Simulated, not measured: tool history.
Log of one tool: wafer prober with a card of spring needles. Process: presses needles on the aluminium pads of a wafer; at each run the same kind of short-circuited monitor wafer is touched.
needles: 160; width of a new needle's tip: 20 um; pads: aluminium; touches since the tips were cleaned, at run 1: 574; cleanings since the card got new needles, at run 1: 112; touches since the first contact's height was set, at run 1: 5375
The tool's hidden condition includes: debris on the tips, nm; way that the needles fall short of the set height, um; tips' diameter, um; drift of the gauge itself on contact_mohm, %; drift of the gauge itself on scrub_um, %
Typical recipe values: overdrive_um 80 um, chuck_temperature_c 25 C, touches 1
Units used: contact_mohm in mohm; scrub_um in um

run,hour,overdrive_um,chuck_temperature_c,touches,touches since the tips were cleaned,cleanings since the card got new needles,touches since the first contact's height was set,contact_mohm,scrub_um
1,0.0,80,25,1,574,112,5375,187,10.69
# hour 7.6: tips cleaned on abrasive film
# hour 17.2: tips cleaned on abrasive film
# hour 26.7: tips cleaned on abrasive film
# hour 36.3: tips cleaned on abrasive film
# hour 45.8: tips cleaned on abrasive film
# hour 53.4: tips cleaned on abrasive film
# hour 63.0: tips cleaned on abrasive film
2,66.5,80,25,1,2260,119,47236,204,10.58
# hour 72.3: tips cleaned on abrasive film
# hour 81.8: tips cleaned on abrasive film
# hour 89.5: tips cleaned on abrasive film
# hour 99.0: tips cleaned on abrasive film
# hour 108.5: tips cleaned on abrasive film
# hour 118.1: tips cleaned on abrasive film
# hour 125.7: tips cleaned on abrasive film
# hour 135.3: tips cleaned on abrasive film
3,137.5,80,25,1,1418,127,91855,197,10.47
# hour 143.3: tips cleaned on abrasive film
# hour 152.8: tips cleaned on abrasive film
# hour 162.3: tips cleaned on abrasive film
# hour 171.9: tips cleaned on abrasive film
# hour 181.4: tips cleaned on abrasive film
# hour 190.9: tips cleaned on abrasive film
# hour 198.6: tips cleaned on abrasive film
4,202.1,80,25,1,2230,134,132484,211,10.36
# hour 207.8: tips cleaned on abrasive film
# hour 217.4: tips cleaned on abrasive film
# hour 226.9: tips cleaned on abrasive film
# hour 236.5: tips cleaned on abrasive film
# hour 246.0: tips cleaned on abrasive film
# hour 255.5: tips cleaned on abrasive film
# hour 265.1: tips cleaned on abrasive film
5,267.2,80,25,1,1381,141,173465,204,10.29
# hour 273.0: tips cleaned on abrasive film
# hour 282.5: tips cleaned on abrasive film
# hour 292.1: tips cleaned on abrasive film
# hour 301.6: tips cleaned on abrasive film
6,305.6,80,25,1,2550,145,197613,221,10.21
# hour 309.5: tips cleaned on abrasive film
# hour 319.0: tips cleaned on abrasive film
# hour 328.5: tips cleaned on abrasive film
# hour 332.6: height of the first contact set anew
# hour 338.4: tips cleaned on abrasive film
7,342.5,80,25,1,2634,149,6235,220,10.70
# hour 346.4: tips cleaned on abrasive film
# hour 355.9: tips cleaned on abrasive film
# hour 365.5: tips cleaned on abrasive film
# hour 375.0: tips cleaned on abrasive film
# hour 382.7: tips cleaned on abrasive film
# hour 390.6: tips cleaned on abrasive film
8,390.6,80,26,1,0,155,36436,179,10.64
# hour 400.2: tips cleaned on abrasive film
# hour 409.7: tips cleaned on abrasive film
# hour 419.2: tips cleaned on abrasive film
9,425.7,80,26,1,4106,158,58541,232,10.53
# hour 427.7: tips cleaned on abrasive film
# hour 437.2: tips cleaned on abrasive film
# hour 449.2: card fitted with new needles
# hour 458.7: tips cleaned on abrasive film
# hour 466.4: tips cleaned on abrasive film
# hour 475.9: tips cleaned on abrasive film
# hour 485.5: tips cleaned on abrasive film
# hour 495.0: tips cleaned on abrasive film
# hour 504.5: tips cleaned on abrasive film
10,506.5,80,26,1,1230,6,36030,188,10.60
# hour 512.2: tips cleaned on abrasive film
# hour 521.7: tips cleaned on abrasive film
# hour 531.3: tips cleaned on abrasive film
# hour 540.8: tips cleaned on abrasive film
# hour 550.4: tips cleaned on abrasive film
11,552.9,80,25,1,1637,11,65260,193,10.57
# hour 558.7: tips cleaned on abrasive film
# hour 568.2: tips cleaned on abrasive film
# hour 577.8: tips cleaned on abrasive film
# hour 587.3: tips cleaned on abrasive film
# hour 596.8: tips cleaned on abrasive film
# hour 606.4: tips cleaned on abrasive film
# hour 615.9: tips cleaned on abrasive film
12,616.0,66,50,1,80,18,104939,188,8.58
# hour 623.7: tips cleaned on abrasive film
# hour 631.3: tips cleaned on abrasive film
# hour 640.9: tips cleaned on abrasive film
# hour 650.4: tips cleaned on abrasive film
# hour 659.9: tips cleaned on abrasive film
# hour 669.5: tips cleaned on abrasive film
# hour 679.0: tips cleaned on abrasive film
13,683.6,66,50,1,2903,25,147445,226,8.44
# hour 687.4: tips cleaned on abrasive film
# hour 697.0: tips cleaned on abrasive film
# hour 706.5: tips cleaned on abrasive film
# hour 714.2: tips cleaned on abrasive film
# hour 723.7: tips cleaned on abrasive film
# hour 732.3: tips cleaned on abrasive film
14,732.3,66,50,1,0,31,178075,186,8.37
# hour 741.9: tips cleaned on abrasive film
# hour 751.4: tips cleaned on abrasive film
# hour 760.9: tips cleaned on abrasive film
# hour 770.5: tips cleaned on abrasive film
15,776.6,66,56,1,3863,35,205939,245,8.23
# hour 778.5: tips cleaned on abrasive film
# hour 788.1: tips cleaned on abrasive film
# hour 790.3: height of the first contact set anew
# hour 797.9: tips cleaned on abrasive film
# hour 807.4: tips cleaned on abrasive film
# hour 815.1: tips cleaned on abrasive film
16,817.7,66,56,1,1651,40,17252,208,8.79
# hour 823.5: tips cleaned on abrasive film
# hour 833.0: tips cleaned on abrasive film
# hour 842.5: tips cleaned on abrasive film
# hour 852.1: tips cleaned on abrasive film
# hour 859.7: tips cleaned on abrasive film
# hour 869.2: tips cleaned on abrasive film
# hour 878.8: tips cleaned on abrasive film
# hour 887.0: tips cleaned on abrasive film
17,887.0,66,56,1,0,48,60844,187,8.62
# hour 896.6: tips cleaned on abrasive film
# hour 904.2: tips cleaned on abrasive film
# hour 913.8: tips cleaned on abrasive film
# hour 923.3: tips cleaned on abrasive film
# hour 932.8: tips cleaned on abrasive film
# hour 942.4: tips cleaned on abrasive film
# hour 951.9: tips cleaned on abrasive film
18,958.9,76,47,2,4459,55,106101,211,9.88
# hour 960.9: tips cleaned on abrasive film
# hour 968.5: tips cleaned on abrasive film
# hour 978.1: tips cleaned on abrasive film
# hour 987.6: tips cleaned on abrasive film
# hour 995.3: tips cleaned on abrasive film
# hour 1004.8: tips cleaned on abrasive film
# hour 1014.3: tips cleaned on abrasive film
# hour 1022.9: tips cleaned on abrasive film
19,1022.9,76,47,2,0,63,146263,179,9.76
# hour 1030.5: tips cleaned on abrasive film
# hour 1040.0: tips cleaned on abrasive film
# hour 1047.7: tips cleaned on abrasive film
# hour 1057.2: tips cleaned on abrasive film
# hour 1066.8: tips cleaned on abrasive film
20,1067.1,76,47,2,206,68,174070,183,9.72
# hour 1074.7: tips cleaned on abrasive film
# hour 1084.3: tips cleaned on abrasive film
# hour 1093.8: tips cleaned on abrasive film
# hour 1103.3: tips cleaned on abrasive film
21,1106.2,70,44,2,1816,72,198688,201,8.81

Below are 5 alternative next runs, each starting from the tool's condition after run 21. Predict each:
# hour 1112.0: tips cleaned on abrasive film
# hour 1121.5: tips cleaned on abrasive film
# hour 1131.0: tips cleaned on abrasive film
# hour 1131.3: height of the first contact set anew
# hour 1140.9: tips cleaned on abrasive film
# hour 1150.4: tips cleaned on abrasive film
# hour 1159.9: tips cleaned on abrasive film
A,1162.5,72,115,2,1617,78,19617,?,?
# hour 1112.0: tips cleaned on abrasive film
# hour 1121.5: tips cleaned on abrasive film
# hour 1131.0: tips cleaned on abrasive film
# hour 1131.3: height of the first contact set anew
# hour 1140.9: tips cleaned on abrasive film
# hour 1150.4: tips cleaned on abrasive film
# hour 1159.9: tips cleaned on abrasive film
B,1162.5,64,27,2,1617,78,19617,?,?
# hour 1112.0: tips cleaned on abrasive film
# hour 1121.5: tips cleaned on abrasive film
# hour 1131.0: tips cleaned on abrasive film
# hour 1131.3: height of the first contact set anew
# hour 1140.9: tips cleaned on abrasive film
# hour 1150.4: tips cleaned on abrasive film
# hour 1159.9: tips cleaned on abrasive film
C,1162.5,70,70,2,1617,78,19617,?,?
# hour 1112.0: tips cleaned on abrasive film
# hour 1121.5: tips cleaned on abrasive film
# hour 1131.0: tips cleaned on abrasive film
# hour 1131.3: height of the first contact set anew
# hour 1140.9: tips cleaned on abrasive film
# hour 1150.4: tips cleaned on abrasive film
# hour 1159.9: tips cleaned on abrasive film
D,1162.5,82,31,1,1617,78,19617,?,?
# hour 1112.0: tips cleaned on abrasive film
# hour 1121.5: tips cleaned on abrasive film
# hour 1131.0: tips cleaned on abrasive film
# hour 1131.3: height of the first contact set anew
# hour 1140.9: tips cleaned on abrasive film
# hour 1150.4: tips cleaned on abrasive film
# hour 1159.9: tips cleaned on abrasive film
E,1162.5,61,64,2,1617,78,19617,?,?

run,contact_mohm,scrub_um
A,208,9.60
B,198,8.53
C,203,9.33
D,200,10.95
E,205,8.14
What these runs would have given with no unlogged condition in the tool:
run,contact_mohm,scrub_um
A,188,9.66
B,170,8.58
C,180,9.38
D,171,11.00
E,177,8.20
